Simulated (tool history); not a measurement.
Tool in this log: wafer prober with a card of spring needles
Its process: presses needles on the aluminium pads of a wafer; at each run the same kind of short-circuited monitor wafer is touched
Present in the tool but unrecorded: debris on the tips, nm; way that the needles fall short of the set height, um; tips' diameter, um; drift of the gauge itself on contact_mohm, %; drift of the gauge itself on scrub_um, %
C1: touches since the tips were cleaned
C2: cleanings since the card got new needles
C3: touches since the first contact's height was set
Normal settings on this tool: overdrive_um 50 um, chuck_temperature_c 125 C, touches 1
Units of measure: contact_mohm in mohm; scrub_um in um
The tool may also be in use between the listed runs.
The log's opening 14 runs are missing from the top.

At day 14.225: tips cleaned on abrasive film.
At day 14.238: height of the first contact set anew.
At day 14.675: tips cleaned on abrasive film.
Run 15, day 14.746: usual settings but chuck_temperature_c 41 C; C1 825; C2 126; C3 5837. Result: contact_mohm 256 mohm, scrub_um 8.35 um.
At day 15.171: tips cleaned on abrasive film.
At day 15.642: tips cleaned on abrasive film.
Run 16, day 15.988: usual settings but chuck_temperature_c 41 C; C1 3999; C2 128; C3 20070. Result: contact_mohm 255 mohm, scrub_um 8.39 um.
At day 16.1: tips cleaned on abrasive film.
At day 16.592: tips cleaned on abrasive film.
At day 17.104: tips cleaned on abrasive film.
Run 17, day 17.429: usual settings but chuck_temperature_c 41 C; C1 3748; C2 131; C3 36581. Result: contact_mohm 253 mohm, scrub_um 8.37 um.
At day 17.567: tips cleaned on abrasive film.
At day 18.088: tips cleaned on abrasive film.
At day 18.521: tips cleaned on abrasive film.
Run 18, day 18.65: usual settings but chuck_temperature_c 41 C; C1 1492; C2 134; C3 50562. Result: contact_mohm 256 mohm, scrub_um 8.4 um.
At day 19.008: tips cleaned on abrasive film.
Run 19, day 19.333: usual settings but overdrive_um 54 um, chuck_temperature_c 85 C; C1 3718; C2 135; C3 58383. Result: contact_mohm 263 mohm, scrub_um 9.07 um.
At day 19.442: tips cleaned on abrasive film.
At day 19.812: gauge calibrated.
At day 19.925: tips cleaned on abrasive film.
At day 20.45: tips cleaned on abrasive film.
Run 20, day 20.45: usual settings but overdrive_um 54 um, chuck_temperature_c 85 C; C1 7; C2 138; C3 71153. Result: contact_mohm 264 mohm, scrub_um 8.85 um.
At day 20.933: tips cleaned on abrasive film.
Run 21, day 21.067: usual settings but overdrive_um 52 um, chuck_temperature_c 99 C; C1 1511; C2 139; C3 78236. Result: contact_mohm 266 mohm, scrub_um 8.58 um.
At day 21.392: tips cleaned on abrasive film.
At day 21.871: tips cleaned on abrasive film.
Run 22, day 21.871: usual settings but overdrive_um 62 um, chuck_temperature_c 64 C; C1 0; C2 141; C3 87436. Result: contact_mohm 256 mohm, scrub_um 10.22 um.
At day 22.321: tips cleaned on abrasive film.
Run 23, day 22.612: usual settings but overdrive_um 51 um, chuck_temperature_c 30 C, touches 2; C1 3385; C2 142; C3 95982. Result: contact_mohm 254 mohm, scrub_um 8.39 um.
At day 22.808: tips cleaned on abrasive film.
At day 23.075: height of the first contact set anew.
At day 23.292: tips cleaned on abrasive film.
At day 23.729: tips cleaned on abrasive film.
Run 24, day 23.954: usual settings but overdrive_um 54 um, chuck_temperature_c 69 C, touches 3; C1 2615; C2 145; C3 10072. Result: contact_mohm 259 mohm, scrub_um 8.95 um.
At day 24.171: tips cleaned on abrasive film.
At day 24.617: tips cleaned on abrasive film.
At day 25.062: tips cleaned on abrasive film.
Run 25, day 25.383: usual settings but overdrive_um 32 um, chuck_temperature_c 28 C, touches 3; C1 3713; C2 148; C3 26461. Result: contact_mohm 254 mohm, scrub_um 5.29 um.
At day 25.496: tips cleaned on abrasive film.
At day 25.996: tips cleaned on abrasive film.
Run 26, day 26.067: usual settings but overdrive_um 32 um, chuck_temperature_c 67 C, touches 3; C1 853; C2 150; C3 34264. Result: contact_mohm 273 mohm, scrub_um 5.3 um.

The next listed run, before its measurement:
At day 26.45: tips cleaned on abrasive film.
At day 26.883: tips cleaned on abrasive film.
Run 27, day 26.883: usual settings but overdrive_um 32 um, chuck_temperature_c 67 C, touches 3; C1 0; C2 152; C3 43570. Result: contact_mohm ?, scrub_um ?.

contact_mohm: 272 mohm
scrub_um: 5.3 um
With the hidden condition absent and the run-to-run variation left alone, this run would have shown contact_mohm 272 mohm, scrub_um 5.26 um.
